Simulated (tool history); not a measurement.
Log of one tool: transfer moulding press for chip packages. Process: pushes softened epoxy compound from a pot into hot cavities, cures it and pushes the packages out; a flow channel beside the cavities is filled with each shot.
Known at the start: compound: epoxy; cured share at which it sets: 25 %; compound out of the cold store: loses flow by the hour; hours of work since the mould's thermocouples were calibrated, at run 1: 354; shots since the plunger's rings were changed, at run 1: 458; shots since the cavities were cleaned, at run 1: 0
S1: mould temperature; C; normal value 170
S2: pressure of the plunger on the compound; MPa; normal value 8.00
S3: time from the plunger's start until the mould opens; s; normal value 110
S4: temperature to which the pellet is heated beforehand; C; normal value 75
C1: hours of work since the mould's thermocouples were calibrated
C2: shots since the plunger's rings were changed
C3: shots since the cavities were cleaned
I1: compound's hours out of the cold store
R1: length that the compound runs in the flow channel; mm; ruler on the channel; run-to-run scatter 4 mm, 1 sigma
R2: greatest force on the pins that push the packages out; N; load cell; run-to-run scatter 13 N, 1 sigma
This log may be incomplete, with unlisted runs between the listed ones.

Run 1, hour 0.0: usual settings; C1 354; C2 458; C3 0; I1 32.1. Result: R1 644 mm, R2 620 N.
Run 2, hour 20.2: usual settings; C1 368; C2 676; C3 218; I1 42.7. Result: R1 625 mm, R2 596 N.
Run 3, hour 41.3: usual settings; C1 383; C2 903; C3 445; I1 31.6. Result: R1 648 mm, R2 625 N.
Run 4, hour 64.6: usual settings; C1 400; C2 1154; C3 696; I1 19.1. Result: R1 679 mm, R2 634 N.
At hour 78.4: mould's thermocouples calibrated.
Run 5, hour 90.3: usual settings but S4 72 C; C1 8; C2 1410; C3 952; I1 30.4. Result: R1 649 mm, R2 614 N.
Run 6, hour 105.3: usual settings but S4 72 C; C1 19; C2 1571; C3 1113; I1 12.7. Result: R1 691 mm, R2 655 N.
At hour 112.1: cavities cleaned with cleaning compound and waxed.
Run 7, hour 117.9: usual settings; C1 27; C2 1691; C3 63; I1 36.2. Result: R1 633 mm, R2 622 N.
Run 8, hour 131.7: usual settings; C1 37; C2 1839; C3 211; I1 22.4. Result: R1 659 mm, R2 621 N.
Run 9, hour 154.6: usual settings; C1 53; C2 2085; C3 457; I1 26.7. Result: R1 655 mm, R2 611 N.
Run 10, hour 173.3: usual settings; C1 66; C2 2287; C3 659; I1 14.6. Result: R1 689 mm, R2 636 N.
Run 11, hour 195.8: usual settings but S3 99 s; C1 82; C2 2529; C3 901; I1 47.4. Result: R1 614 mm, R2 771 N.
Run 12, hour 207.4: usual settings but S3 99 s; C1 90; C2 2655; C3 1027; I1 40.0. Result: R1 632 mm, R2 754 N.
At hour 222.9: cavities cleaned with cleaning compound and waxed.
Run 13, hour 228.1: usual settings but S3 99 s; C1 104; C2 2861; C3 55; I1 14.9. Result: R1 687 mm, R2 795 N.
Run 14, hour 241.2: usual settings but S3 99 s; C1 113; C2 3003; C3 197; I1 41.5. Result: R1 629 mm, R2 737 N.
Run 15, hour 265.3: usual settings but S2 8.44 MPa, S3 130 s; C1 130; C2 3262; C3 456; I1 11.2. Result: R1 714 mm, R2 468 N.
At hour 283.8: plunger's sealing rings changed.
Run 16, hour 294.0: usual settings but S2 8.44 MPa, S3 130 s; C1 148; C2 109; C3 738; I1 37.5. Result: R1 654 mm, R2 457 N.
Run 17, hour 314.0: usual settings but S2 8.81 MPa, S4 84 C; C1 162; C2 325; C3 954; I1 45.2. Result: R1 643 mm, R2 565 N.
At hour 335.6: cavities cleaned with cleaning compound and waxed.
Run 18, hour 335.6: usual settings but S2 8.81 MPa, S4 84 C; C1 177; C2 541; C3 0; I1 20.0. Result: R1 707 mm, R2 607 N.
Run 19, hour 359.6: usual settings but S1 175 C, S2 6.91 MPa, S3 134 s, S4 77 C; C1 194; C2 800; C3 259; I1 47.2. Result: R1 561 mm, R2 395 N.
Run 20, hour 384.3: usual settings but S1 165 C; C1 211; C2 1066; C3 525; I1 30.8. Result: R1 672 mm, R2 919 N.
Run 21, hour 411.2: usual settings but S1 174 C, S3 99 s, S4 77 C; C1 230; C2 1356; C3 815; I1 14.3. Result: R1 682 mm, R2 611 N.
Run 22, hour 434.4: usual settings but S1 173 C, S2 7.47 MPa, S3 109 s, S4 66 C; C1 246; C2 1605; C3 1064; I1 41.9. Result: R1 599 mm, R2 528 N.
At hour 446.8: cavities cleaned with cleaning compound and waxed.
Run 23, hour 447.5: usual settings but S2 6.91 MPa; C1 255; C2 1731; C3 7; I1 21.0. Result: R1 624 mm, R2 631 N.
Run 24, hour 474.8: usual settings but S1 165 C, S2 6.49 MPa; C1 274; C2 2024; C3 300; I1 39.2. Result: R1 585 mm, R2 883 N.
Run 25, hour 497.5: usual settings but S1 169 C, S2 6.07 MPa, S3 97 s, S4 71 C; C1 290; C2 2269; C3 545; I1 40.9. Result: R1 551 mm, R2 879 N.

What will run 26 give?
Run 26, hour 517.3: usual settings but S1 168 C, S2 6.07 MPa, S3 124 s, S4 70 C; C1 304; C2 2482; C3 758; I1 47.9. Result: R1 ?, R2 ?.

Run 26 yielded R1 541 mm, R2 556 N.
The same run, on a tool lacking any hidden state, would have yielded R1 542 mm, R2 549 N.

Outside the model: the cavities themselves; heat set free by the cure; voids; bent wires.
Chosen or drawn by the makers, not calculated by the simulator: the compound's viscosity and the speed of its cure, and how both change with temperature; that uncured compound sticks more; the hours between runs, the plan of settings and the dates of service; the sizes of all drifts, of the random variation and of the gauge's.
